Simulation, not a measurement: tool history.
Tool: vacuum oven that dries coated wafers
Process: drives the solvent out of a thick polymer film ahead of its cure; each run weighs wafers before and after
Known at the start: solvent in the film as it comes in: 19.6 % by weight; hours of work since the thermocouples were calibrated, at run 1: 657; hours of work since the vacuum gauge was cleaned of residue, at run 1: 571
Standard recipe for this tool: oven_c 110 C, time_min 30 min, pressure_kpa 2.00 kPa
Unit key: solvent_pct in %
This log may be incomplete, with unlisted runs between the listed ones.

run,day,oven_c,time_min,pressure_kpa,hours of work since the thermocouples were calibrated,hours of work since the vacuum gauge was cleaned of residue,solvent_pct
1,0.000,110,30,2.00,657,571,1.59
2,1.167,110,30,2.00,678,592,1.60
3,2.079,110,30,2.00,695,609,1.58
4,3.262,125,30,2.00,717,631,0.54
5,4.538,110,39,2.00,741,654,1.13
6,6.067,110,30,4.83,769,683,2.50
7,7.612,96,30,2.00,797,711,5.91
8,8.312,110,30,2.00,810,724,1.56
9,9.283,110,30,2.00,828,742,1.58
10,10.112,110,30,1.63,843,757,1.45
11,11.754,110,30,1.66,873,787,1.46
12,12.812,124,30,1.66,893,807,0.48
13,13.583,124,30,1.66,907,821,0.46
14,15.017,124,30,1.66,934,847,0.50
15,16.542,124,33,1.66,962,876,0.43
16,17.662,110,30,3.93,982,896,2.16
17,19.271,110,30,2.00,1012,926,1.54
18,20.383,110,30,2.00,1032,946,1.51
19,21.150,110,30,2.00,1047,960,1.53
20,21.879,110,30,2.10,1060,974,1.54
21,23.208,110,30,2.10,1085,998,1.57
22,23.988,110,30,2.10,1099,1013,1.48
23,25.050,110,30,2.00,1118,1032,1.50
# day 26.217: oven's thermocouples calibrated
24,26.550,110,30,2.00,6,1058,1.77
25,27.646,110,35,2.00,26,1079,1.44
26,29.092,124,19,5.48,53,1105,1.55
27,30.258,104,42,5.48,74,1127,3.56
28,31.871,102,28,5.48,104,1156,5.54
29,33.454,119,27,5.12,133,1186,1.68
30,34.508,110,30,3.47,153,1205,2.28
31,35.875,123,38,3.47,178,1230,0.93
# day 36.371: vacuum gauge cleaned of residue and calibrated
32,37.350,104,34,3.47,204,18,3.06
33,38.008,111,21,2.26,216,30,2.42
34,39.608,102,27,5.07,246,60,5.29
35,41.100,110,30,1.39,273,87,1.27
36,42.704,110,26,1.04,303,117,1.52

Expected results for the next run?
37,44.042,96,33,2.00,327,141,?

solvent_pct: 5.25 %
On a tool with no hidden condition, and with the same random variation, this run would have come out at solvent_pct 5.71 %.
